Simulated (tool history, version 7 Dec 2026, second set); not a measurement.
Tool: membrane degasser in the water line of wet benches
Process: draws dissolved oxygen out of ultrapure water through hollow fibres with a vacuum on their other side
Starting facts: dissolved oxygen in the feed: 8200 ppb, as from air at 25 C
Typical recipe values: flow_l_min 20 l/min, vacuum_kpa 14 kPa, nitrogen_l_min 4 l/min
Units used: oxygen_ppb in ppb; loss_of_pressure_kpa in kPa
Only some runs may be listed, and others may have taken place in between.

{"run": 1, "hour": 0.0, "flow_l_min": 20, "vacuum_kpa": 14, "nitrogen_l_min": 4, "oxygen_ppb": 166.3, "loss_of_pressure_kpa": 59.75}
{"run": 2, "hour": 181.9, "flow_l_min": 20, "vacuum_kpa": 14, "nitrogen_l_min": 4, "oxygen_ppb": 163.4, "loss_of_pressure_kpa": 59.14}
{"run": 3, "hour": 408.9, "flow_l_min": 20, "vacuum_kpa": 14, "nitrogen_l_min": 4, "oxygen_ppb": 164.8, "loss_of_pressure_kpa": 59.71}
{"run": 4, "hour": 633.7, "flow_l_min": 20, "vacuum_kpa": 14, "nitrogen_l_min": 4, "oxygen_ppb": 166.4, "loss_of_pressure_kpa": 59.62}
{"run": 5, "hour": 817.3, "flow_l_min": 20, "vacuum_kpa": 14, "nitrogen_l_min": 4, "oxygen_ppb": 164.7, "loss_of_pressure_kpa": 60.03}
{"run": 6, "hour": 936.8, "flow_l_min": 20, "vacuum_kpa": 14, "nitrogen_l_min": 4, "oxygen_ppb": 167.2, "loss_of_pressure_kpa": 59.71}
{"run": 7, "hour": 1089.1, "flow_l_min": 20, "vacuum_kpa": 19.8, "nitrogen_l_min": 4, "oxygen_ppb": 230.6, "loss_of_pressure_kpa": 59.92}
{"hour": 1165.2, "done": "vacuum gauge calibrated"}
{"run": 8, "hour": 1245.0, "flow_l_min": 20, "vacuum_kpa": 14, "nitrogen_l_min": 4, "oxygen_ppb": 166.2, "loss_of_pressure_kpa": 60}
{"hour": 1380.1, "done": "seals of the vacuum lines changed"}
{"run": 9, "hour": 1434.8, "flow_l_min": 20, "vacuum_kpa": 14, "nitrogen_l_min": 4, "oxygen_ppb": 163.2, "loss_of_pressure_kpa": 60}
{"hour": 1518.1, "done": "vacuum gauge calibrated, once more"}
{"run": 10, "hour": 1580.1, "flow_l_min": 20, "vacuum_kpa": 14, "nitrogen_l_min": 4, "oxygen_ppb": 162, "loss_of_pressure_kpa": 60.15}
{"run": 11, "hour": 1680.1, "flow_l_min": 21, "vacuum_kpa": 14, "nitrogen_l_min": 4, "oxygen_ppb": 171.2, "loss_of_pressure_kpa": 62.92}
{"run": 12, "hour": 1823.0, "flow_l_min": 20, "vacuum_kpa": 14, "nitrogen_l_min": 4, "oxygen_ppb": 165.5, "loss_of_pressure_kpa": 60.15}
{"run": 13, "hour": 1990.7, "flow_l_min": 20, "vacuum_kpa": 14, "nitrogen_l_min": 4, "oxygen_ppb": 162.9, "loss_of_pressure_kpa": 60.46}
{"run": 14, "hour": 2110.8, "flow_l_min": 20, "vacuum_kpa": 14, "nitrogen_l_min": 4, "oxygen_ppb": 159.2, "loss_of_pressure_kpa": 60.06}
{"run": 15, "hour": 2309.5, "flow_l_min": 20, "vacuum_kpa": 14, "nitrogen_l_min": 4, "oxygen_ppb": 162.2, "loss_of_pressure_kpa": 60.01}
{"run": 16, "hour": 2457.0, "flow_l_min": 20, "vacuum_kpa": 14, "nitrogen_l_min": 4, "oxygen_ppb": 165, "loss_of_pressure_kpa": 59.83}
{"run": 17, "hour": 2680.0, "flow_l_min": 14, "vacuum_kpa": 32.1, "nitrogen_l_min": 6.82, "oxygen_ppb": 164.7, "loss_of_pressure_kpa": 42.3}
{"run": 18, "hour": 2888.0, "flow_l_min": 31, "vacuum_kpa": 14, "nitrogen_l_min": 4, "oxygen_ppb": 267.9, "loss_of_pressure_kpa": 92.95}
{"run": 19, "hour": 3110.9, "flow_l_min": 29, "vacuum_kpa": 16.4, "nitrogen_l_min": 4, "oxygen_ppb": 298.9, "loss_of_pressure_kpa": 87.92}
{"run": 20, "hour": 3327.9, "flow_l_min": 30, "vacuum_kpa": 31.5, "nitrogen_l_min": 10.68, "oxygen_ppb": 263, "loss_of_pressure_kpa": 90.48}
{"run": 21, "hour": 3507.4, "flow_l_min": 20, "vacuum_kpa": 8.4, "nitrogen_l_min": 4, "oxygen_ppb": 99.7, "loss_of_pressure_kpa": 60.39}
{"run": 22, "hour": 3663.2, "flow_l_min": 30, "vacuum_kpa": 17.5, "nitrogen_l_min": 6.93, "oxygen_ppb": 221.9, "loss_of_pressure_kpa": 91.04}
{"run": 23, "hour": 3795.4, "flow_l_min": 15, "vacuum_kpa": 17.8, "nitrogen_l_min": 4, "oxygen_ppb": 153.1, "loss_of_pressure_kpa": 45.38}
{"run": 24, "hour": 3958.0, "flow_l_min": 20, "vacuum_kpa": 27.7, "nitrogen_l_min": 1.83, "oxygen_ppb": 614, "loss_of_pressure_kpa": 60.3}
{"run": 25, "hour": 4142.3, "flow_l_min": 16, "vacuum_kpa": 11.7, "nitrogen_l_min": 4, "oxygen_ppb": 107.2, "loss_of_pressure_kpa": 48.53}
{"run": 26, "hour": 4249.8, "flow_l_min": 30, "vacuum_kpa": 30.7, "nitrogen_l_min": 4, "oxygen_ppb": 536.2, "loss_of_pressure_kpa": 91.56}
{"run": 27, "hour": 4369.9, "flow_l_min": 13, "vacuum_kpa": 15.3, "nitrogen_l_min": 3.12, "oxygen_ppb": 139.3, "loss_of_pressure_kpa": 39.37}
{"run": 28, "hour": 4603.6, "flow_l_min": 18, "vacuum_kpa": 31.1, "nitrogen_l_min": 10.63, "oxygen_ppb": 146.7, "loss_of_pressure_kpa": 54.2}
{"run": 29, "hour": 4805.1, "flow_l_min": 31, "vacuum_kpa": 22.1, "nitrogen_l_min": 3.03, "oxygen_ppb": 507.1, "loss_of_pressure_kpa": 94.72}
{"run": 30, "hour": 4990.8, "flow_l_min": 31, "vacuum_kpa": 24.3, "nitrogen_l_min": 3.03, "oxygen_ppb": 562.7, "loss_of_pressure_kpa": 94.66}
{"run": 31, "hour": 5222.8, "flow_l_min": 31, "vacuum_kpa": 24.3, "nitrogen_l_min": 3.03, "oxygen_ppb": 565.8, "loss_of_pressure_kpa": 94.87}

How would selected steps in oxygen_ppb from run to run divide? Give the signed amount a tool lacking its hidden state would still show from settings, what came in and random variation, and the signed amount left for the hidden state, including any gauge scatter that is not in both of the compared results.
The hidden state here: membrane still open, %; true pressure behind the membrane over the reading, kPa; air that leaks in behind the membrane, l/min; drift of the gauge itself on oxygen_ppb, %; drift of the gauge itself on loss_of_pressure_kpa, %.
Run 23 -> 24: flow_l_min 15 -> 20, vacuum_kpa 17.8 -> 27.7, nitrogen_l_min 4 -> 1.83. oxygen_ppb +460.9 ppb: hidden state +5.1, all else +455.8.
Run 24 -> 25: flow_l_min 20 -> 16, vacuum_kpa 27.7 -> 11.7, nitrogen_l_min 1.83 -> 4. oxygen_ppb -506.8 ppb: hidden state -4.8, all else -502.
Run 25 -> 26: flow_l_min 16 -> 30, vacuum_kpa 11.7 -> 30.7. oxygen_ppb +429 ppb: hidden state +9.2, all else +419.8.
Run 26 -> 27: flow_l_min 30 -> 13, vacuum_kpa 30.7 -> 15.3, nitrogen_l_min 4 -> 3.12. oxygen_ppb -396.9 ppb: hidden state -9.7, all else -387.2.
Run 28 -> 29: flow_l_min 18 -> 31, vacuum_kpa 31.1 -> 22.1, nitrogen_l_min 10.63 -> 3.03. oxygen_ppb +360.4 ppb: hidden state +9, all else +351.4.

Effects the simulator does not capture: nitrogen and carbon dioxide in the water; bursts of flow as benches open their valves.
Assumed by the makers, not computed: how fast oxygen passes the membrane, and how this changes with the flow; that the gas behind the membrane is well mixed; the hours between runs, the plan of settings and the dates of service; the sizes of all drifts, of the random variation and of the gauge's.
